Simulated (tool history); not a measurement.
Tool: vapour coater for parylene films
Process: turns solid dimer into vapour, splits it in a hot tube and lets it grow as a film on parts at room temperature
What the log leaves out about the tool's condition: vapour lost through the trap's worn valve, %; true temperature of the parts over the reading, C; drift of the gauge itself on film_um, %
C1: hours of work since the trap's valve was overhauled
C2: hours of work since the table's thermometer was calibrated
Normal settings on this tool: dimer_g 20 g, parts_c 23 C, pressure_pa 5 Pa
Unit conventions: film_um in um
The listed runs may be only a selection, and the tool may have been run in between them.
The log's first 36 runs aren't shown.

run 37 hour=830.7 | dimer_g=27 parts_c=22 pressure_pa=9.78 | C1=266 C2=893 | film_um=7.82
run 38 hour=851.7 | dimer_g=9 parts_c=20 pressure_pa=2.14 | C1=281 C2=908 | film_um=3.59
run 39 hour=875.1 | dimer_g=20 parts_c=23 pressure_pa=6.93 | C1=298 C2=925 | film_um=6.03
-- hour=893.4 trap's valve overhauled
run 40 hour=900.8 | dimer_g=20 parts_c=23 pressure_pa=6.93 | C1=5 C2=940 | film_um=6.53
run 41 hour=926.7 | dimer_g=20 parts_c=23 pressure_pa=6.93 | C1=24 C2=959 | film_um=6.49
run 42 hour=947.3 | dimer_g=9 parts_c=20 pressure_pa=6.93 | C1=38 C2=974 | film_um=3.07
run 43 hour=972.8 | dimer_g=9 parts_c=20 pressure_pa=6.93 | C1=56 C2=992 | film_um=3.07
run 44 hour=994.7 | dimer_g=9 parts_c=20 pressure_pa=6.93 | C1=72 C2=1007 | film_um=3.07
run 45 hour=1019.9 | dimer_g=30 parts_c=20 pressure_pa=4.78 | C1=90 C2=1025 | film_um=10.84
run 46 hour=1035 | dimer_g=20 parts_c=34 pressure_pa=8.44 | C1=101 C2=1036 | film_um=5.12

Alternative continuations, all from the tool just after run 46; predict every row:
run A hour=1063.3 | dimer_g=34 parts_c=16 pressure_pa=4.77 | C1=121 C2=1056 | film_um=?
run B hour=1063.3 | dimer_g=16 parts_c=23 pressure_pa=6.32 | C1=121 C2=1056 | film_um=?
run C hour=1063.3 | dimer_g=20 parts_c=34 pressure_pa=4.81 | C1=121 C2=1056 | film_um=?
run D hour=1063.3 | dimer_g=20 parts_c=24 pressure_pa=4.56 | C1=121 C2=1056 | film_um=?
run E hour=1063.3 | dimer_g=20 parts_c=16 pressure_pa=8.44 | C1=121 C2=1056 | film_um=?

run=A film_um=13.05
run=B film_um=5.16
run=C film_um=5.68
run=D film_um=6.76
run=E film_um=6.89
Had the tool no hidden state, the same runs would have come out as:
run=A film_um=13.33
run=B film_um=5.27
run=C film_um=5.8
run=D film_um=6.9
run=E film_um=7.03
